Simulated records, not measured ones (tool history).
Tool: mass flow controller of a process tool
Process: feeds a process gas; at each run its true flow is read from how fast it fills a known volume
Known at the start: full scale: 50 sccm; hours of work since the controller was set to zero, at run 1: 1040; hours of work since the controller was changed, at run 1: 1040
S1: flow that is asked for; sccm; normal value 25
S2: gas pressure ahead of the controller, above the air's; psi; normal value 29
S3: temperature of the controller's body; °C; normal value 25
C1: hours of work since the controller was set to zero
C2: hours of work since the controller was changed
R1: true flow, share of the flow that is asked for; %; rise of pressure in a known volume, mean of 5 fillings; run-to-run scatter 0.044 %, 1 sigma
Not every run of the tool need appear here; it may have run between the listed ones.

run	hour	S1	S2	S3	C1	C2	R1
1	0	25	29	25	1040	1040	98.45
2	383.8	25	29	25	1296	1296	98.28
3	673.9	25	29.4	25	1489	1489	98.26
4	1049.8	25	29.4	25	1739	1739	98.17
5	1445.9	25	29.4	25	2003	2003	98.05
6	1686.2	25	29	25	2163	2163	98.08
7	2050	25	29	25	2405	2405	97.92
8	2409.8	25	25.8	25	2645	2645	97.79
9	2671.3	25	25.8	25	2819	2819	97.76
10	2882.2	25	25.8	25	2959	2959	97.72
11	3123	25	20.9	25	3119	3119	97.63
12	3473.4	25	20.9	25	3353	3353	97.54
13	3873.9	25	20.9	25	3619	3619	97.39
14	4092.2	25	20.9	25	3764	3764	97.39
15	4345.1	25	25.7	25	3933	3933	97.37
16	4667.8	17	25.7	25	4148	4148	96.84
17	4966.2	17	25.7	25	4346	4346	96.67
18	5337.7	17	25.7	25	4594	4594	96.61
# hour 5546.4: gauge calibrated
19	5663.8	25	29	28	4811	4811	98.48
20	5929.2	25	21.2	25	4987	4987	98.2
21	6242.9	25	34.4	25	5196	5196	98.35
22	6568.8	25	34.4	25	5413	5413	98.3
23	6737.6	25	29	25	5526	5526	98.12
24	7069	25	29	25	5746	5746	98.01
25	7319.8	33	23.5	28	5913	5913	98.55
26	7548.2	29	28.9	28	6065	6065	98.41
27	7880	29	34.2	29	6286	6286	98.33
28	8261.5	25	27	25	6540	6540	97.75
29	8626.7	25	29	35	6783	6783	98.19
30	8895.7	25	29	35	6962	6962	98.15
# hour 9014.5: controller's zero set anew
31	9289.2	25	29	35	183	7224	98.05
32	9603.7	7	26.4	35	392	7433	96.82
33	9766.9	25	25.5	39	501	7542	98.08
# hour 10130.7: gauge calibrated
34	10161.5	5	31.6	30	764	7805	97.42
35	10348.9	5	31.6	30	888	7929	97.37
36	10612.7	34	29	25	1064	8105	98.92
37	10916.7	46	39.5	20	1266	8307	99.57
38	11242.7	46	39.5	20	1483	8524	99.38
39	11455	28	29	25	1625	8666	98.3
40	11821.5	8	29	25	1869	8910	96.92
41	12141.8	25	21.6	25	2082	9123	97.87
42	12365.8	25	21.6	25	2231	9272	97.83
43	12645.1	6	38.9	35	2417	9458	97.17
44	12929.4	10	35.8	21	2606	9647	96.74
45	13294.5	10	35.8	21	2849	9890	96.69
46	13601.8	25	28.6	32	3054	10095	97.94
47	13800.7	25	23.6	30	3186	10227	97.74
48	13963.7	25	23.6	30	3295	10336	97.66

For some of the steps in R1 from one run to the next: how much would appear even if the tool had no hidden state, given the settings, what came in and random variation, and how much remains for the hidden state plus any gauge scatter that the measured result and the result without hidden state don't share?
Unlogged tool condition in this case: flow at rest that the sensor doesn't see, % of full scale; true flow over the shown one, %; drift of the gauge itself on true_pct, %.
Run 4 -> 5: no setting touched and nothing written in the log between the runs. R1 -0.12 %: hidden state -0.09, all else -0.03.
Run 18 -> 19: S1 17 -> 25, S2 25.7 -> 29, S3 25 -> 28, gauge calibrated. R1 +1.87 %: hidden state +1.15, all else +0.72.
Run 33 -> 34: S1 25 -> 5, S2 25.5 -> 31.6, S3 39 -> 30, gauge calibrated. R1 -0.66 %: hidden state +0.92, all else -1.58.
Run 35 -> 36: S1 5 -> 34, S2 31.6 -> 29, S3 30 -> 25. R1 +1.55 %: hidden state -0.05, all else +1.6.
Run 39 -> 40: S1 28 -> 8. R1 -1.38 %: hidden state -0.08, all else -1.3.
